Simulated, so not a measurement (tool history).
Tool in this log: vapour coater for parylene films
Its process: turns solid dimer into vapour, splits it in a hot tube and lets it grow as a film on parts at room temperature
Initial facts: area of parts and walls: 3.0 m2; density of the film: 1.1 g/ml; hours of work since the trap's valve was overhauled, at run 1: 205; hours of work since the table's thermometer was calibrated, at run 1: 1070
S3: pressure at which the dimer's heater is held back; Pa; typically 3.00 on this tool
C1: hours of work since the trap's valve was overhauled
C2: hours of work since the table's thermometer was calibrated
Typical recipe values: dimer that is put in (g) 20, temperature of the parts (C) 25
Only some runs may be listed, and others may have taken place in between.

Run 1, hour 0.0: usual settings; C1 205; C2 1070. Result: thickness of the film (um) 4.46.
Run 2, hour 19.0: usual settings but dimer that is put in (g) 12; C1 222; C2 1087. Result: thickness of the film (um) 2.66.
Run 3, hour 40.9: usual settings but dimer that is put in (g) 12; C1 242; C2 1107. Result: thickness of the film (um) 2.62.
Run 4, hour 79.1: usual settings; C1 276; C2 1141. Result: thickness of the film (um) 4.31.
Run 5, hour 118.3: usual settings; C1 311; C2 1176. Result: thickness of the film (um) 4.33.
Run 6, hour 154.3: usual settings but temperature of the parts (C) 21; C1 343; C2 1208. Result: thickness of the film (um) 4.87.
Run 7, hour 185.0: usual settings; C1 371; C2 1236. Result: thickness of the film (um) 4.19.
Run 8, hour 205.4: usual settings but dimer that is put in (g) 24; C1 389; C2 1254. Result: thickness of the film (um) 5.05.
Run 9, hour 239.6: usual settings but dimer that is put in (g) 14; C1 420; C2 1285. Result: thickness of the film (um) 2.89.
Run 10, hour 271.7: usual settings but dimer that is put in (g) 14; C1 449; C2 1313. Result: thickness of the film (um) 2.93.
Run 11, hour 290.8: usual settings but S3 4.63 Pa; C1 466; C2 1331. Result: thickness of the film (um) 3.71.
Run 12, hour 327.3: usual settings but S3 4.63 Pa; C1 498; C2 1363. Result: thickness of the film (um) 3.73.
Run 13, hour 351.0: usual settings but S3 4.63 Pa; C1 520; C2 1385. Result: thickness of the film (um) 3.67.
Run 14, hour 383.5: usual settings but S3 4.63 Pa; C1 549; C2 1414. Result: thickness of the film (um) 3.72.
Run 15, hour 407.6: usual settings; C1 570; C2 1435. Result: thickness of the film (um) 4.09.
Run 16, hour 424.4: usual settings; C1 585; C2 1450. Result: thickness of the film (um) 3.99.
Run 17, hour 456.0: usual settings; C1 614; C2 1479. Result: thickness of the film (um) 4.04.
At hour 479.4: trap's valve overhauled.
Run 18, hour 479.4: usual settings but S3 7.46 Pa; C1 0; C2 1496. Result: thickness of the film (um) 3.75.
Run 19, hour 510.3: usual settings but temperature of the parts (C) 24, S3 7.46 Pa; C1 28; C2 1524. Result: thickness of the film (um) 3.85.
Run 20, hour 537.6: usual settings but temperature of the parts (C) 24, S3 9.29 Pa; C1 52; C2 1548. Result: thickness of the film (um) 3.73.
Run 21, hour 573.5: usual settings but temperature of the parts (C) 29; C1 84; C2 1580. Result: thickness of the film (um) 3.99.
Run 22, hour 592.2: usual settings; C1 101; C2 1597. Result: thickness of the film (um) 4.63.
Run 23, hour 620.5: usual settings but temperature of the parts (C) 18; C1 126; C2 1623. Result: thickness of the film (um) 5.82.
Run 24, hour 640.4: usual settings but temperature of the parts (C) 18; C1 144; C2 1640. Result: thickness of the film (um) 5.71.
Run 25, hour 660.0: usual settings but temperature of the parts (C) 37, S3 6.20 Pa; C1 162; C2 1658. Result: thickness of the film (um) 2.58.
Run 26, hour 692.9: usual settings but temperature of the parts (C) 37, S3 6.20 Pa; C1 191; C2 1687. Result: thickness of the film (um) 2.53.
At hour 735.3: table's thermometer calibrated.
Run 27, hour 735.3: usual settings but temperature of the parts (C) 37, S3 6.20 Pa; C1 228; C2 0. Result: thickness of the film (um) 2.43.
Run 28, hour 753.5: usual settings but dimer that is put in (g) 18, temperature of the parts (C) 18, S3 11.83 Pa; C1 245; C2 16. Result: thickness of the film (um) 3.68.
Run 29, hour 780.1: usual settings but dimer that is put in (g) 18, temperature of the parts (C) 18, S3 11.83 Pa; C1 269; C2 40. Result: thickness of the film (um) 3.58.
Run 30, hour 801.1: usual settings; C1 287; C2 59. Result: thickness of the film (um) 4.35.
Run 31, hour 836.8: usual settings but S3 11.60 Pa; C1 319; C2 91. Result: thickness of the film (um) 3.09.
Run 32, hour 854.1: usual settings but S3 11.60 Pa; C1 335; C2 107. Result: thickness of the film (um) 3.12.
Run 33, hour 873.5: usual settings but dimer that is put in (g) 36, temperature of the parts (C) 20, S3 8.66 Pa; C1 352; C2 124. Result: thickness of the film (um) 7.15.
Run 34, hour 903.9: usual settings but dimer that is put in (g) 36, temperature of the parts (C) 20, S3 8.66 Pa; C1 380; C2 151. Result: thickness of the film (um) 7.13.
Run 35, hour 945.6: usual settings but dimer that is put in (g) 34, S3 2.91 Pa; C1 417; C2 189. Result: thickness of the film (um) 7.32.
Run 36, hour 986.5: usual settings but S3 4.92 Pa; C1 454; C2 225. Result: thickness of the film (um) 3.66.
Run 37, hour 1027.8: usual settings but dimer that is put in (g) 25, temperature of the parts (C) 24, S3 2.45 Pa; C1 491; C2 262. Result: thickness of the film (um) 5.58.
Run 38, hour 1059.0: usual settings but dimer that is put in (g) 23, temperature of the parts (C) 31, S3 2.70 Pa; C1 519; C2 290. Result: thickness of the film (um) 3.85.

Run 39, settings as shown, results not yet in. Your forecast:
Run 39, hour 1096.2: usual settings but dimer that is put in (g) 11, S3 4.16 Pa; C1 552; C2 324. Result: thickness of the film (um) ?.

Run 39 came out at thickness of the film (um) 2.05.
Take away the tool's hidden state, keep the run-to-run variation as it was, and the same run would have given thickness of the film (um) 2.35.
